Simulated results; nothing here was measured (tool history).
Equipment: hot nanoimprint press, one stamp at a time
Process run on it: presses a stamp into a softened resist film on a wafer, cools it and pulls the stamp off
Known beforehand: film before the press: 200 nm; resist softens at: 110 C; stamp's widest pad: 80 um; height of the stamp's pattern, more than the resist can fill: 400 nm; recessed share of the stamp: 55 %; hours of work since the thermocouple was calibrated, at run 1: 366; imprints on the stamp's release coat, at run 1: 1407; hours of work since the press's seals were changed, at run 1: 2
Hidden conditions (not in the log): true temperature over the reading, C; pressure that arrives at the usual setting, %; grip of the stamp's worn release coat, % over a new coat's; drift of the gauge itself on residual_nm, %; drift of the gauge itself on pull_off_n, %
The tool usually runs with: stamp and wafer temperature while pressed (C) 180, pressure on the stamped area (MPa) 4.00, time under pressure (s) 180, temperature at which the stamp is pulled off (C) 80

run,hour,stamp and wafer temperature while pressed (C),pressure on the stamped area (MPa),time under pressure (s),temperature at which the stamp is pulled off (C),hours of work since the thermocouple was calibrated,imprints on the stamp's release coat,hours of work since the press's seals were changed,resist left under the stamp's widest pad (angstrom),greatest force while the stamp is pulled off (N)
1,0.0,180,4.00,180,80,366,1407,2,1187,98
2,25.0,180,4.00,180,80,380,1488,15,1190,96
3,42.5,180,4.00,180,80,389,1544,24,1190,98
4,61.3,184,4.00,180,80,399,1605,34,1038,98
# hour 72.2: plate thermocouple calibrated
5,96.2,184,4.00,180,80,13,1708,51,1041,100
6,126.6,184,4.00,180,80,29,1806,68,1039,99
# hour 144.5: stamp cleaned and given a new release coat
7,146.8,184,4.00,180,80,37,8,75,1035,95
8,176.3,184,4.00,180,80,52,103,91,1037,96
9,192.5,188,4.00,180,66,61,155,100,896,134
10,219.6,188,4.00,180,66,75,243,114,897,131
11,249.6,188,4.32,180,78,91,339,130,872,99
12,274.9,188,4.32,180,78,105,421,143,870,104
13,302.9,180,2.92,247,80,120,511,158,1209,94
14,325.1,180,2.92,247,80,132,583,170,1208,96
15,345.8,180,2.92,247,80,143,649,181,1205,96
16,368.7,180,5.39,247,80,155,723,194,965,97

Alternative continuations, all from the tool just after run 16; predict every row:
A,398.2,174,2.74,266,80,171,818,209,?,?
B,398.2,180,3.85,265,78,171,818,209,?,?
C,398.2,180,4.00,112,80,171,818,209,?,?
D,398.2,180,5.10,247,80,171,818,209,?,?

run,resist left under the stamp's widest pad (angstrom),greatest force while the stamp is pulled off (N)
A,1446,98
B,1066,97
C,1387,95
D,986,98
Without the tool's hidden state the same runs would have given:
run,resist left under the stamp's widest pad (angstrom),greatest force while the stamp is pulled off (N)
A,1435,98
B,1058,97
C,1376,95
D,979,98
